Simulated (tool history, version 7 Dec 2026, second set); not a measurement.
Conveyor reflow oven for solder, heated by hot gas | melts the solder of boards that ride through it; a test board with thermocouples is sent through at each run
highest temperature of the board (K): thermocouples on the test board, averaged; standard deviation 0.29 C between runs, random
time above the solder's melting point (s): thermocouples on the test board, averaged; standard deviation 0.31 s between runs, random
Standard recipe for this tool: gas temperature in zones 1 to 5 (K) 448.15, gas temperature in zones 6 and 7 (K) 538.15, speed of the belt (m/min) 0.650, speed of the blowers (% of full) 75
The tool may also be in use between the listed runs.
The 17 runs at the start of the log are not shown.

| run | hour | gas temperature in zones 1 to 5 (K) | gas temperature in zones 6 and 7 (K) | speed of the belt (m/min) | speed of the blowers (% of full) | hours of work since the flux was cleaned out | hours of work since the belt drive was overhauled | hours of work since the thermocouples were changed | highest temperature of the board (K) | time above the solder's melting point (s) |
|---|---|---|---|---|---|---|---|---|---|---|
| 18 | 1051.1 | 448.15 | 538.15 | 0.645 | 75 | 216 | 152 | 413 | 521.85 | 55.2 |
|  | 1067.0 | flux residue cleaned out of gas plates and filters |
| 19 | 1106.8 | 448.15 | 538.15 | 0.645 | 75 | 31 | 192 | 453 | 523.85 | 57.3 |
| 20 | 1160.4 | 448.15 | 538.15 | 0.645 | 75 | 73 | 234 | 495 | 523.65 | 57.1 |
| 21 | 1202.0 | 448.15 | 538.15 | 0.645 | 75 | 106 | 267 | 527 | 523.55 | 57.2 |
|  | 1240.8 | belt drive overhauled, speed set with a stopwatch, once more |
| 22 | 1255.2 | 448.15 | 538.15 | 0.740 | 75 | 144 | 11 | 566 | 517.15 | 40.8 |
| 23 | 1311.1 | 448.15 | 538.15 | 0.740 | 75 | 188 | 55 | 610 | 516.25 | 40.6 |
|  | 1364.2 | flux residue cleaned out of gas plates and filters |
|  | 1373.8 | thermocouples of zones 6 and 7 changed |
| 24 | 1390.4 | 448.15 | 538.15 | 0.687 | 86 | 19 | 112 | 13 | 521.65 | 50.4 |
| 25 | 1445.1 | 453.15 | 538.15 | 0.522 | 75 | 62 | 154 | 56 | 528.45 | 75.5 |
| 26 | 1509.9 | 453.15 | 538.15 | 0.522 | 65 | 112 | 205 | 106 | 527.25 | 73.8 |
| 27 | 1586.6 | 453.15 | 538.15 | 0.522 | 65 | 172 | 265 | 166 | 526.25 | 73.3 |
|  | 1659.8 | flux residue cleaned out of gas plates and filters |
| 28 | 1674.9 | 453.15 | 526.15 | 0.522 | 50 | 12 | 330 | 232 | 515.35 | 63.3 |
| 29 | 1733.6 | 440.15 | 538.15 | 0.780 | 75 | 58 | 376 | 278 | 514.95 | 34.6 |
| 30 | 1775.8 | 440.15 | 538.15 | 0.780 | 75 | 91 | 409 | 311 | 513.95 | 34.3 |
| 31 | 1852.5 | 440.15 | 532.15 | 0.527 | 75 | 151 | 469 | 371 | 521.55 | 64.2 |

Branching from run 31: 3 alternative next runs. What would each branch give?
| A | 1913.0 | 448.15 | 541.15 | 0.650 | 89 | 198 | 516 | 418 | ? | ? |
| B | 1913.0 | 437.15 | 533.15 | 0.650 | 75 | 198 | 516 | 418 | ? | ? |
| C | 1913.0 | 440.15 | 542.15 | 0.527 | 75 | 198 | 516 | 418 | ? | ? |

| run | highest temperature of the board (K) | time above the solder's melting point (s) |
|---|---|---|
| A | 525.55 | 56.5 |
| B | 514.85 | 43.2 |
| C | 529.95 | 71.6 |
With the hidden condition removed and each run's random variation left untouched, the same runs would have given:
| run | highest temperature of the board (K) | time above the solder's melting point (s) |
|---|---|---|
| A | 526.25 | 57.0 |
| B | 515.65 | 44.2 |
| C | 530.25 | 71.8 |
